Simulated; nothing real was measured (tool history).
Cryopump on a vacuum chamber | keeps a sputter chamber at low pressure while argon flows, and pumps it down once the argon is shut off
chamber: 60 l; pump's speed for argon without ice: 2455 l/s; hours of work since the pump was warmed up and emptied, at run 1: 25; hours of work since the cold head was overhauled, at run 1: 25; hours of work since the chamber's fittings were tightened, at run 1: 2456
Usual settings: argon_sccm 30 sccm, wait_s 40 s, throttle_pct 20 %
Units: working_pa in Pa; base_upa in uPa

run	hour	argon_sccm	wait_s	throttle_pct	hours of work since the pump was warmed up and emptied	hours of work since the cold head was overhauled	hours of work since the chamber's fittings were tightened	working_pa	base_upa
1	0	30	40	20	25	25	2456	0.1041	1.76
2	22	30	40	20	35	35	2466	0.1028	1.71
3	33.3	30	40	20	40	40	2470	0.1027	1.8
4	52.3	30	40	20	48	48	2479	0.1036	1.74
5	70.3	30	40	20	56	56	2486	0.1035	1.76
6	80.6	13	40	20	60	60	2491	0.045	1.87
# hour 90.4: leaking fittings of the chamber tightened, without venting
7	95.8	30	40	20	66	66	2	0.1037	1.05
8	111.3	30	40	20	73	73	9	0.1044	1.02
9	132.3	30	40	20	82	82	18	0.1045	1.03
10	151	30	40	20	90	90	26	0.1035	1.01
11	167.4	22	40	20	97	97	33	0.0767	1.07
12	185.1	22	40	20	105	105	41	0.0765	1.07
13	198	22	40	20	110	110	47	0.0766	1.09
14	217.9	55	40	20	119	119	55	0.1883	1.06
15	232.6	55	40	20	125	125	62	0.1915	1.07
16	243	30	40	20	130	130	66	0.1053	1.07
17	253.7	30	46	20	135	135	71	0.1045	0.91
18	268.5	30	46	20	141	141	77	0.1057	0.93
19	284.2	32	63	20	148	148	84	0.1112	0.71
20	306.4	32	63	20	157	157	94	0.1116	0.73
21	328.1	32	63	20	167	167	103	0.1119	0.73
22	337.4	32	63	20	171	171	107	0.1112	0.73
23	350	32	63	20	176	176	113	0.1111	0.77
24	362.8	41	63	20	182	182	118	0.1434	0.72
25	383.3	41	63	20	191	191	127	0.1427	0.71
26	393.3	41	63	20	195	195	131	0.1431	0.74
27	415	35	40	56	204	204	141	0.0442	1.11
28	431.7	35	40	56	212	212	148	0.0447	1.07
29	447.4	23	127	27	219	219	155	0.0589	0.48
30	464.5	41	229	46	226	226	162	0.0643	0.33
31	475.8	41	229	46	231	231	167	0.0642	0.36
32	486.2	30	201	38	235	235	172	0.0547	0.37

Run 33 comes next. What will it give?
33	499	30	81	29	241	241	177	?	?

Run 33 gave working_pa 0.0726 Pa, base_upa 0.66 uPa.
Without the tool's hidden state the same run would have given working_pa 0.0711 Pa, base_upa 0.57 uPa.
